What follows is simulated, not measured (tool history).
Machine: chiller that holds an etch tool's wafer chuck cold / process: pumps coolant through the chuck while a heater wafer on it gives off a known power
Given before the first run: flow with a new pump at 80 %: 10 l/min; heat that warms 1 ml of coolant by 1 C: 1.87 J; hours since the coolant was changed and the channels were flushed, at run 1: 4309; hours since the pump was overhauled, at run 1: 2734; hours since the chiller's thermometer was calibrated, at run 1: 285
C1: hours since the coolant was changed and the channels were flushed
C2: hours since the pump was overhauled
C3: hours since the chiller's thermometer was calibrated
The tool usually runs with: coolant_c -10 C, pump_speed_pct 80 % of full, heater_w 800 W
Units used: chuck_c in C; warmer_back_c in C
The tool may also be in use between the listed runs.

run 1 hour=0 | coolant_c=-10 pump_speed_pct=80 heater_w=800 | C1=4309 C2=2734 C3=285 | chuck_c=-2.99 warmer_back_c=2.67
run 2 hour=39.1 | coolant_c=-10 pump_speed_pct=80 heater_w=800 | C1=4348 C2=2773 C3=324 | chuck_c=-3.13 warmer_back_c=2.65
run 3 hour=76.2 | coolant_c=-10 pump_speed_pct=80 heater_w=800 | C1=4385 C2=2810 C3=361 | chuck_c=-3.11 warmer_back_c=2.65
run 4 hour=136.6 | coolant_c=-10 pump_speed_pct=63 heater_w=800 | C1=4446 C2=2871 C3=421 | chuck_c=-1.67 warmer_back_c=3.44
run 5 hour=177.2 | coolant_c=-10 pump_speed_pct=63 heater_w=800 | C1=4486 C2=2911 C3=462 | chuck_c=-1.65 warmer_back_c=3.45
-- hour=187.6 coolant pump overhauled
run 6 hour=211.6 | coolant_c=-10 pump_speed_pct=80 heater_w=800 | C1=4515 C2=24 C3=491 | chuck_c=-2.95 warmer_back_c=2.68
run 7 hour=240.8 | coolant_c=-10 pump_speed_pct=80 heater_w=800 | C1=4545 C2=53 C3=521 | chuck_c=-3.05 warmer_back_c=2.74
run 8 hour=268.9 | coolant_c=-10 pump_speed_pct=80 heater_w=800 | C1=4573 C2=81 C3=549 | chuck_c=-3.06 warmer_back_c=2.72
run 9 hour=320.7 | coolant_c=-10 pump_speed_pct=80 heater_w=800 | C1=4625 C2=133 C3=600 | chuck_c=-2.98 warmer_back_c=2.69
run 10 hour=352.6 | coolant_c=-10 pump_speed_pct=80 heater_w=800 | C1=4657 C2=165 C3=632 | chuck_c=-2.93 warmer_back_c=2.7
run 11 hour=418.3 | coolant_c=-10 pump_speed_pct=80 heater_w=800 | C1=4722 C2=231 C3=698 | chuck_c=-3 warmer_back_c=2.72
run 12 hour=473.8 | coolant_c=-3 pump_speed_pct=80 heater_w=800 | C1=4778 C2=286 C3=754 | chuck_c=4.05 warmer_back_c=2.72
run 13 hour=520.6 | coolant_c=-18 pump_speed_pct=87 heater_w=1169 | C1=4824 C2=333 C3=800 | chuck_c=-8.19 warmer_back_c=3.62
run 14 hour=571.4 | coolant_c=-18 pump_speed_pct=87 heater_w=1169 | C1=4875 C2=384 C3=851 | chuck_c=-8.23 warmer_back_c=3.63
-- hour=581.7 coolant pump overhauled, once more
run 15 hour=608.7 | coolant_c=-18 pump_speed_pct=87 heater_w=1169 | C1=4908 C2=27 C3=883 | chuck_c=-8.53 warmer_back_c=3.44

Consider 5 possible next runs. They are alternatives, not a sequence: every one starts from the tool as it was left by run 15. What does each give?
run A hour=677.7 | coolant_c=-2 pump_speed_pct=80 heater_w=800 | C1=4977 C2=96 C3=952 | chuck_c=? warmer_back_c=?
run B hour=677.7 | coolant_c=-4 pump_speed_pct=74 heater_w=480 | C1=4977 C2=96 C3=952 | chuck_c=? warmer_back_c=?
run C hour=677.7 | coolant_c=-18 pump_speed_pct=75 heater_w=1169 | C1=4977 C2=96 C3=952 | chuck_c=? warmer_back_c=?
run D hour=677.7 | coolant_c=-18 pump_speed_pct=87 heater_w=432 | C1=4977 C2=96 C3=952 | chuck_c=? warmer_back_c=?
run E hour=677.7 | coolant_c=-6 pump_speed_pct=90 heater_w=849 | C1=4977 C2=96 C3=952 | chuck_c=? warmer_back_c=?

run=A chuck_c=4.83 warmer_back_c=2.6
run=B chuck_c=0.29 warmer_back_c=1.69
run=C chuck_c=-7.56 warmer_back_c=4.04
run=D chuck_c=-14.61 warmer_back_c=1.27
run=E chuck_c=0.59 warmer_back_c=2.43
Stripped of hidden state, with their random variation kept, the same runs would have yielded:
run=A chuck_c=4.24 warmer_back_c=2.58
run=B chuck_c=-0.01 warmer_back_c=1.68
run=C chuck_c=-8.55 warmer_back_c=4.02
run=D chuck_c=-14.81 warmer_back_c=1.27
run=E chuck_c=0.01 warmer_back_c=2.41
